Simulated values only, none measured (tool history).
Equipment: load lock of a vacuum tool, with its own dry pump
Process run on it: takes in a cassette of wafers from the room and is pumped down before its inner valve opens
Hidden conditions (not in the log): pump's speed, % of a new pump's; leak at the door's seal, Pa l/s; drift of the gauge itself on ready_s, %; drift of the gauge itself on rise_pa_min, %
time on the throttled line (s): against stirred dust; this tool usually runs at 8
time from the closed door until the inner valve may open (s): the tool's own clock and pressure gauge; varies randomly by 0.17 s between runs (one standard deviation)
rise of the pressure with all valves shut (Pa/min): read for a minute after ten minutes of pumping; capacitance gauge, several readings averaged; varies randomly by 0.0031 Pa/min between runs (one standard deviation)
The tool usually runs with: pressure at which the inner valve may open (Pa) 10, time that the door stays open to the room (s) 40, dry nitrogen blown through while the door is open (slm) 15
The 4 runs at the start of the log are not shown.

| run | hour | time on the throttled line (s) | pressure at which the inner valve may open (Pa) | time that the door stays open to the room (s) | dry nitrogen blown through while the door is open (slm) | hours that the pump has run since its overhaul | times that the door has closed on its seal | incoming humidity of the room's air, % | time from the closed door until the inner valve may open (s) | rise of the pressure with all valves shut (Pa/min) |
|---|---|---|---|---|---|---|---|---|---|---|
| 5 | 680.7 | 8 | 15 | 40 | 15 | 4854 | 18085 | 45.2 | 17.8 | 0.127 |
| 6 | 789.3 | 8 | 15 | 40 | 15 | 4962 | 18490 | 45.1 | 18.2 | 0.128 |
| 7 | 901.4 | 8 | 10 | 40 | 15 | 5075 | 18908 | 49 | 18.6 | 0.135 |
| 8 | 994.2 | 8 | 10 | 40 | 6 | 5167 | 19254 | 44.2 | 18.7 | 0.141 |
| 9 | 1112.2 | 8 | 10 | 40 | 6 | 5285 | 19693 | 45.6 | 18.6 | 0.14 |
| 10 | 1207.6 | 8 | 10 | 40 | 22 | 5381 | 20049 | 46.4 | 18.5 | 0.131 |
| 11 | 1292.7 | 16 | 10 | 40 | 15 | 5466 | 20366 | 44.2 | 24.8 | 0.139 |
| 12 | 1401.8 | 16 | 12 | 40 | 15 | 5575 | 20772 | 46.3 | 24.3 | 0.137 |
| 13 | 1609.3 | 8 | 10 | 40 | 15 | 5782 | 21546 | 46.2 | 18.7 | 0.141 |
| 14 | 1751.4 | 8 | 10 | 40 | 15 | 5924 | 22075 | 44.7 | 18.8 | 0.139 |
| 15 | 1919.7 | 8 | 10 | 44 | 15 | 6093 | 22702 | 44.1 | 18.8 | 0.152 |
| 16 | 2058.3 | 8 | 10 | 44 | 15 | 6231 | 23219 | 46.2 | 18.8 | 0.156 |
| 17 | 2267 | 8 | 10 | 40 | 15 | 6440 | 23996 | 47.1 | 18.3 | 0.152 |
| 18 | 2366.5 | 8 | 10 | 118 | 15 | 6540 | 24367 | 45.3 | 18.7 | 0.211 |
| 19 | 2577.3 | 8 | 10 | 118 | 15 | 6750 | 25152 | 43.6 | 18.9 | 0.221 |
| 20 | 2745.1 | 8 | 9 | 40 | 15 | 6918 | 25778 | 48 | 19.1 | 0.171 |
| 21 | 2928.6 | 8 | 13 | 40 | 15 | 7102 | 26461 | 44.3 | 18.5 | 0.165 |
| 22 | 3054.6 | 8 | 13 | 40 | 7 | 7228 | 26931 | 44.8 | 18.9 | 0.183 |
| 23 | 3226.8 | 9 | 13 | 39 | 7 | 7400 | 27572 | 43.8 | 19.1 | 0.178 |
| 24 | 3321.4 | 9 | 20 | 50 | 7 | 7494 | 27925 | 46.6 | 18.7 | 0.195 |
| 25 | 3506.9 | 16 | 15 | 56 | 43 | 7680 | 28616 | 47.3 | 24.1 | 0.162 |
| 26 | 3668.8 | 8 | 10 | 28 | 15 | 7842 | 29219 | 46.5 | 19.2 | 0.179 |
| 27 | 3873 | 8 | 10 | 47 | 27 | 8046 | 29980 | 44.8 | 19.2 | 0.179 |

Run 28 has not been measured yet. What should we expect?
| 28 | 4071.5 | 9 | 18 | 180 | 15 | 8245 | 30720 | 47 | ? | ? |

{"run 28": {"time from the closed door until the inner valve may open (s)": 19, "rise of the pressure with all valves shut (Pa/min)": 0.304}}
If the tool had no hidden condition, the same run with the same run-to-run variation would have returned time from the closed door until the inner valve may open (s) 18.3, rise of the pressure with all valves shut (Pa/min) 0.177.

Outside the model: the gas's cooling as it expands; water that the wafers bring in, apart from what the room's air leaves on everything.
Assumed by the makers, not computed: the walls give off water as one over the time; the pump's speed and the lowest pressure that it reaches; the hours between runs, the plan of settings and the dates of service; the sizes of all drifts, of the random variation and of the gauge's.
